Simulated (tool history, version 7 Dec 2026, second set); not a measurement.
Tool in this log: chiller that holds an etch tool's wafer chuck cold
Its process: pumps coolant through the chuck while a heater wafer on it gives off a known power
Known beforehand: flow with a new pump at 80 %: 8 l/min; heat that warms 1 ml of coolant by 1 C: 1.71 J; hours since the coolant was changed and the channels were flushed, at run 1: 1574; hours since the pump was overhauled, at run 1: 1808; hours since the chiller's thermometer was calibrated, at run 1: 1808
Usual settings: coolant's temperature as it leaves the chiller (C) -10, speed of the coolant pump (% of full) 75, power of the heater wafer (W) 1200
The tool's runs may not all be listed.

run     day  coolant's temperature as it leaves the chiller (C)  speed of the coolant pump (% of full)  power of the heater wafer (W)  hours since the coolant was changed and the channels were flushed  hours since the pump was overhauled  hours since the chiller's thermometer was calibrated  chuck's temperature once it has settled (C)  how much warmer the coolant comes back (C)
  1       0                                                 -10                                     75                           1200                                                               1574                                 1808                                                  1808                                          4.6                                        5.63
  2   1.371                                                 -10                                     75                           1200                                                               1607                                 1840                                                  1840                                          4.4                                        5.53
  3   3.321                                                 -10                                     75                           1200                                                               1654                                 1887                                                  1887                                          4.4                                        5.55
  4   5.071                                                 -10                                     75                           1200                                                               1696                                 1929                                                  1929                                          4.7                                        5.55
  5   6.462                                                 -10                                     75                           1200                                                               1729                                 1963                                                  1963                                          4.5                                         5.5
  6   8.212                                                 -10                                     75                           1200                                                               1771                                 2005                                                  2005                                          4.6                                        5.55
  7   9.208                                                 -11                                     75                           1200                                                               1795                                 2029                                                  2029                                          3.7                                        5.53
  8  11.567                                                 -11                                     75                           1200                                                               1852                                 2085                                                  2085                                          3.6                                        5.51
  9  12.871                                                 -10                                     98                           1200                                                               1883                                 2116                                                  2116                                          2.2                                        4.24
 10  14.412                                                 -10                                     98                           1200                                                               1920                                 2153                                                  2153                                          2.2                                        4.24
 11  15.588                                                 -10                                     98                           1200                                                               1948                                 2182                                                  2182                                          2.3                                        4.28
 12  17.767                                                 -10                                     98                           1200                                                               2000                                 2234                                                  2234                                          2.2                                        4.21
 13  18.938                                                 -10                                     90                           1174                                                               2028                                 2262                                                  2262                                          2.8                                        4.37
 14  20.238                                                 -10                                     75                           1044                                                               2060                                 2293                                                  2293                                          2.6                                        4.71
 15  22.358                                                  -4                                     91                           1459                                                               2111                                 2344                                                  2344                                         11.6                                         5.5
 16  23.854                                                 -17                                     75                           1200                                                               2146                                 2380                                                  2380                                         -2.4                                        5.43
 17  24.904                                                  -1                                     60                           1660                                                               2172                                 2405                                                  2405                                         22.4                                        9.44
 18  27.346                                                  -6                                     77                            681                                                               2230                                 2464                                                  2464                                            2                                        2.95
 19  28.875                                                  -6                                     77                            681                                                               2267                                 2501                                                  2501                                          2.1                                        2.89
 20    30.2                                                  -6                                     72                           1419                                                               2299                                 2532                                                  2532                                         11.8                                        6.69
 21  31.442                                                  -6                                     84                           1255                                                               2329                                 2562                                                  2562                                          8.2                                           5
 22  33.183                                                  -6                                     84                           1255                                                               2370                                 2604                                                  2604                                          8.2                                        5.07
 23  34.212                                                 -16                                     90                            846                                                               2395                                 2629                                                  2629                                         -6.8                                        3.09
 24  36.579                                                 -16                                     90                            846                                                               2452                                 2685                                                  2685                                         -6.9                                        3.07

Forecast each of these 5 alternatives for the next run:
  A  37.754                                                 -10                                     75                           1564                                                               2480                                 2714                                                  2714                                            ?                                           ?
  B  37.754                                                 -10                                     99                           1200                                                               2480                                 2714                                                  2714                                            ?                                           ?
  C  37.754                                                  -6                                     98                           1121                                                               2480                                 2714                                                  2714                                            ?                                           ?
  D  37.754                                                  -4                                     90                            846                                                               2480                                 2714                                                  2714                                            ?                                           ?
  E  37.754                                                 -20                                     74                            961                                                               2480                                 2714                                                  2714                                            ?                                           ?

run  chuck's temperature once it has settled (C)  how much warmer the coolant comes back (C)
  A                                          8.9                                        7.03
  B                                            2                                        4.03
  C                                          5.4                                        3.82
  D                                          5.1                                        2.99
  E                                         -8.1                                         4.3
What these runs would have given with no unlogged condition in the tool:
run  chuck's temperature once it has settled (C)  how much warmer the coolant comes back (C)
  A                                          8.8                                        7.28
  B                                            2                                        4.29
  C                                          5.4                                        4.08
  D                                          5.1                                        3.26
  E                                         -8.1                                        4.57

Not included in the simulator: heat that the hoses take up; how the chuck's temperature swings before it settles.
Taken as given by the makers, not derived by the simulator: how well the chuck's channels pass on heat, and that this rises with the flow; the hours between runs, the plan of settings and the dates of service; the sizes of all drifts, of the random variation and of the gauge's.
